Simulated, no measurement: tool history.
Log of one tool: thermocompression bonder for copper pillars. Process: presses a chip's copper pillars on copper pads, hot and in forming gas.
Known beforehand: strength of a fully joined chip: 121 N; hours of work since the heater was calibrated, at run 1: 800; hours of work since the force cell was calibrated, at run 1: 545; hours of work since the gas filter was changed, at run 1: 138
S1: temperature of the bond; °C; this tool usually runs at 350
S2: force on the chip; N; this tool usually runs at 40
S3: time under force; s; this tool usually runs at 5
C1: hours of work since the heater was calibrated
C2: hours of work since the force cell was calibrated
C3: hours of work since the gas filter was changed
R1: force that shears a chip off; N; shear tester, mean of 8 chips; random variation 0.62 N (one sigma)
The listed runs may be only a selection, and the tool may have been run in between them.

Run 1, hour 0.0: usual settings; C1 800; C2 545; C3 138. Result: R1 55.4 N.
Run 2, hour 27.4: usual settings but S1 333 °C; C1 811; C2 557; C3 149. Result: R1 45.4 N.
Run 3, hour 54.5: usual settings but S1 333 °C; C1 822; C2 568; C3 160. Result: R1 44.1 N.
Run 4, hour 104.1: usual settings but S1 333 °C; C1 843; C2 588; C3 181. Result: R1 43.9 N.
Run 5, hour 148.6: usual settings but S2 29 N; C1 861; C2 607; C3 199. Result: R1 46.1 N.
Run 6, hour 201.1: usual settings but S2 29 N; C1 883; C2 629; C3 221. Result: R1 44.0 N.
Run 7, hour 258.3: usual settings but S2 29 N; C1 907; C2 652; C3 245. Result: R1 44.2 N.
Run 8, hour 305.9: usual settings; C1 926; C2 672; C3 264. Result: R1 51.6 N.
At hour 323.7: heater calibrated with a thermocouple chip.
Run 9, hour 359.2: usual settings; C1 15; C2 693; C3 286. Result: R1 58.9 N.
Run 10, hour 382.7: usual settings but S1 332 °C; C1 24; C2 703; C3 295. Result: R1 48.4 N.
Run 11, hour 409.3: usual settings but S2 39 N; C1 35; C2 714; C3 306. Result: R1 56.9 N.
At hour 432.3: forming gas filter changed.
Run 12, hour 444.9: usual settings but S2 39 N; C1 50; C2 729; C3 5. Result: R1 58.9 N.
Run 13, hour 502.6: usual settings but S1 322 °C; C1 74; C2 752; C3 29. Result: R1 43.5 N.
Run 14, hour 530.6: usual settings but S1 334 °C; C1 85; C2 764; C3 41. Result: R1 51.2 N.
Run 15, hour 578.3: usual settings but S1 334 °C; C1 105; C2 784; C3 60. Result: R1 51.6 N.
Run 16, hour 625.9: usual settings but S2 32 N; C1 125; C2 803; C3 80. Result: R1 54.1 N.
Run 17, hour 680.5: usual settings; C1 147; C2 826; C3 103. Result: R1 59.6 N.
Run 18, hour 710.4: usual settings; C1 160; C2 838; C3 115. Result: R1 59.9 N.
Run 19, hour 751.4: usual settings but S1 326 °C, S2 27 N; C1 177; C2 855; C3 132. Result: R1 36.4 N.
Run 20, hour 796.1: usual settings but S1 327 °C, S2 28 N, S3 10 s; C1 195; C2 874; C3 151. Result: R1 49.5 N.
Run 21, hour 844.6: usual settings but S1 327 °C, S2 28 N, S3 10 s; C1 215; C2 894; C3 171. Result: R1 48.8 N.
Run 22, hour 872.4: usual settings but S1 327 °C, S2 28 N, S3 10 s; C1 227; C2 905; C3 182. Result: R1 48.3 N.
Run 23, hour 909.6: usual settings but S1 327 °C, S2 28 N, S3 10 s; C1 242; C2 921; C3 198. Result: R1 47.8 N.
Run 24, hour 964.8: usual settings but S2 32 N, S3 3 s; C1 265; C2 944; C3 220. Result: R1 42.2 N.
Run 25, hour 994.4: usual settings but S2 32 N, S3 3 s; C1 277; C2 956; C3 233. Result: R1 41.9 N.
Run 26, hour 1025.8: usual settings but S2 32 N, S3 3 s; C1 290; C2 969; C3 246. Result: R1 40.9 N.
Run 27, hour 1078.4: usual settings but S1 325 °C; C1 312; C2 991; C3 267. Result: R1 43.0 N.
Run 28, hour 1118.0: usual settings but S2 58 N, S3 4 s; C1 329; C2 1007; C3 284. Result: R1 62.4 N.
Run 29, hour 1157.9: usual settings but S1 321 °C, S2 48 N, S3 3 s; C1 345; C2 1024; C3 300. Result: R1 35.7 N.
Run 30, hour 1187.6: usual settings but S1 321 °C, S2 48 N, S3 3 s; C1 357; C2 1036; C3 313. Result: R1 35.6 N.
At hour 1199.3: forming gas filter changed.
Run 31, hour 1245.5: usual settings but S1 368 °C; C1 381; C2 1060; C3 19. Result: R1 69.2 N.

Each row is a separate what-if for the run after 31, all from the same tool condition, not one after another. Results?
Run A, hour 1297.3: usual settings but S1 358 °C, S2 30 N, S3 7 s; C1 403; C2 1081; C3 41. Result: R1 ?.
Run B, hour 1297.3: usual settings but S1 368 °C, S3 4 s; C1 403; C2 1081; C3 41. Result: R1 ?.
Run C, hour 1297.3: usual settings but S2 48 N, S3 9 s; C1 403; C2 1081; C3 41. Result: R1 ?.
Run D, hour 1297.3: usual settings but S1 325 °C; C1 403; C2 1081; C3 41. Result: R1 ?.

run    R1
  A  62.1
  B  63.8
  C  76.6
  D  43.4
Had the tool no hidden state, the same runs would have come out as:
run    R1
  A  67.6
  B  69.2
  C  82.5
  D  48.2

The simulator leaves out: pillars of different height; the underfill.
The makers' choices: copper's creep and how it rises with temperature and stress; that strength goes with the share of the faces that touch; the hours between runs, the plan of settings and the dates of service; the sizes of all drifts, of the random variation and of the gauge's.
